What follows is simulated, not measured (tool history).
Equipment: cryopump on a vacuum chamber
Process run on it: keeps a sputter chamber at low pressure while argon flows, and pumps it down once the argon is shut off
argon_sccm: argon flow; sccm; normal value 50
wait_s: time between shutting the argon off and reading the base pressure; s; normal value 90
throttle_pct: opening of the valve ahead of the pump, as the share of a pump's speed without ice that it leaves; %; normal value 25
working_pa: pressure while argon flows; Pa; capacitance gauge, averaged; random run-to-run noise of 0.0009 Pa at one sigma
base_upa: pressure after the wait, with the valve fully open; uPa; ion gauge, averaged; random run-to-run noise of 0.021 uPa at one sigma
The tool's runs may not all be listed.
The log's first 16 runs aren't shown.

| run | day | argon_sccm | wait_s | throttle_pct | working_pa | base_upa |
|---|---|---|---|---|---|---|
| 17 | 33.675 | 69 | 123 | 41 | 0.1598 | 1.00 |
| 18 | 35.142 | 92 | 24 | 35 | 0.2494 | 2.03 |
| 19 | 37.267 | 63 | 66 | 35 | 0.1705 | 1.21 |
| 20 | 39.842 | 63 | 66 | 35 | 0.1710 | 1.22 |
| 21 | 42.192 | 69 | 57 | 53 | 0.1252 | 1.27 |
| 22 | 44.538 | 58 | 90 | 18 | 0.3039 | 1.10 |
| 23 | 47.192 | 58 | 90 | 18 | 0.3040 | 1.09 |
| 24 | 49.208 | 21 | 76 | 18 | 0.1117 | 1.21 |
| 25 | 51.862 | 21 | 76 | 18 | 0.1096 | 1.25 |
| 26 | 54.388 | 21 | 76 | 18 | 0.1110 | 1.18 |
| 27 | 56.988 | 25 | 90 | 25 | 0.0960 | 1.09 |
| 28 | 58.867 | 25 | 50 | 17 | 0.1391 | 1.42 |
| 29 | 61.529 | 52 | 36 | 44 | 0.1161 | 1.70 |
| 30 | 62.871 | 52 | 36 | 44 | 0.1152 | 1.70 |
| 31 | 65.142 | 63 | 134 | 31 | 0.1982 | 1.08 |
| 32 | 67.175 | 63 | 134 | 31 | 0.1985 | 1.08 |

Predict each of these 4 candidate next runs independently; none follows another, all start after run 32:
| A | 68.542 | 70 | 134 | 31 | ? | ? |
| B | 68.542 | 68 | 233 | 48 | ? | ? |
| C | 68.542 | 65 | 81 | 18 | ? | ? |
| D | 68.542 | 47 | 90 | 25 | ? | ? |

| run | working_pa | base_upa |
|---|---|---|
| A | 0.2188 | 1.12 |
| B | 0.1400 | 0.96 |
| C | 0.3480 | 1.27 |
| D | 0.1803 | 1.20 |
Without the tool's hidden state the same runs would have given:
| run | working_pa | base_upa |
|---|---|---|
| A | 0.2104 | 0.42 |
| B | 0.1319 | 0.28 |
| C | 0.3402 | 0.56 |
| D | 0.1747 | 0.52 |

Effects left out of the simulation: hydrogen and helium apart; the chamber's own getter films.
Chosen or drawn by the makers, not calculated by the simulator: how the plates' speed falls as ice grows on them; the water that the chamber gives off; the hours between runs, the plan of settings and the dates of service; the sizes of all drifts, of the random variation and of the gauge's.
